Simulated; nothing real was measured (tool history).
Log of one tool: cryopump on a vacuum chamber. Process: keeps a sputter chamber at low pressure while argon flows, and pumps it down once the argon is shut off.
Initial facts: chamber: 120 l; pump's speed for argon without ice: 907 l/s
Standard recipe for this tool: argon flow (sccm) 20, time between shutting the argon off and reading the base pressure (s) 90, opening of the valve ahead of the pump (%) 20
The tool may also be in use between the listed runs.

run    hour  argon flow (sccm)  time between shutting the argon off and reading the base pressure (s)  opening of the valve ahead of the pump (%)  pressure while argon flows (Pa)  pressure after the wait (uPa)
  1     0.0                 20                                                                     90                                          20                           0.1900                           4.08
  2    76.9                 20                                                                     90                                          20                           0.1915                           4.08
  3   146.7                 20                                                                    101                                          20                           0.1917                           4.19
  4   226.7                 20                                                                    101                                          20                           0.1927                           4.35
  5   304.4                 20                                                                    101                                          20                           0.1926                           4.52
  6   409.7                 20                                                                    101                                          20                           0.1933                           1.03
  7   468.5                 20                                                                    101                                          20                           0.1928                           1.10
  8   527.8                  9                                                                     90                                          20                           0.0869                           1.28
  9   613.5                 20                                                                     90                                          20                           0.1948                           1.46
 10   723.0                 20                                                                     90                                          20                           0.1957                           1.67
 11   804.1                 20                                                                     90                                          20                           0.1958                           1.83
 12   892.9                 20                                                                     90                                          20                           0.1962                           2.03
 13   939.0                 20                                                                     24                                          20                           0.1987                           3.79
 14  1045.6                 29                                                                     90                                          20                           0.2722                           1.88
 15  1132.1                 20                                                                     90                                          23                           0.1641                           1.97
 16  1182.6                 20                                                                     90                                          23                           0.1636                           2.05
 17  1268.7                 20                                                                     90                                          23                           0.1656                           2.19
 18  1371.1                 20                                                                     90                                          23                           0.1646                           2.46
 19  1437.1                 22                                                                     90                                          53                           0.0808                           2.63
 20  1515.4                 22                                                                     90                                          37                           0.1147                           2.68
 21  1618.2                 29                                                                     38                                          38                           0.1493                           3.75
 22  1727.6                 27                                                                    176                                          20                           0.2591                           2.83
 23  1821.2                 19                                                                    176                                          20                           0.1820                           2.94
 24  1881.0                 19                                                                    176                                          20                           0.1833                           3.02
 25  1982.5                 19                                                                    176                                          20                           0.1843                           3.29
 26  2062.2                 19                                                                    208                                          23                           0.1605                           3.47
 27  2146.5                 16                                                                     90                                          19                           0.1648                           3.92
 28  2208.6                 16                                                                     90                                          19                           0.1646                           4.18
 29  2298.7                 39                                                                     51                                          40                           0.2010                           4.65
 30  2384.7                 20                                                                    286                                          30                           0.1353                           3.97
 31  2463.7                 13                                                                    287                                          24                           0.1081                           4.22
 32  2544.4                 15                                                                     27                                          55                           0.0595                           6.42
 33  2639.6                 20                                                                    184                                          20                           0.1871                           0.71

Removed from this log: 4 entries logged between the listed runs. Between which two listed runs does each belong, and how does the tool's hidden state at the listed run before it compare with that at the listed run after it?
Runs 5 to 6: leaking fittings of the chamber tightened, without venting (hour 352.1)
  pump's speed, % of a pump's without ice: 87.3 -> 85.8; cold plate's temperature, K: 13.07 -> 13.1; leak into the chamber, uPa l/s: 3149 -> 387
  what was measured, less what the result would be without the hidden state, pressure while argon flows (Pa): +0.0064 -> +0.0072; pressure after the wait (uPa): +3.66 -> +0.18
Runs 13 to 14: pump warmed up, emptied and cooled again (hour 1039.5)
  pump's speed, % of a pump's without ice: 78.1 -> 99.5; cold plate's temperature, K: 13.22 -> 13.25; leak into the chamber, uPa l/s: 1016 -> 1133
  what was measured, less what the result would be without the hidden state, pressure while argon flows (Pa): +0.0117 -> +0.0016; pressure after the wait (uPa): +1.14 -> +0.95
Runs 32 to 33: leaking fittings of the chamber tightened, without venting (hour 2601.8); pump warmed up, emptied and cooled again (hour 2639.6)
  pump's speed, % of a pump's without ice: 76.9 -> 99.9; cold plate's temperature, K: 13.6 -> 13.62; leak into the chamber, uPa l/s: 2886 -> 347
  what was measured, less what the result would be without the hidden state, pressure while argon flows (Pa): +0.0096 -> +0.0013; pressure after the wait (uPa): +4.00 -> +0.07

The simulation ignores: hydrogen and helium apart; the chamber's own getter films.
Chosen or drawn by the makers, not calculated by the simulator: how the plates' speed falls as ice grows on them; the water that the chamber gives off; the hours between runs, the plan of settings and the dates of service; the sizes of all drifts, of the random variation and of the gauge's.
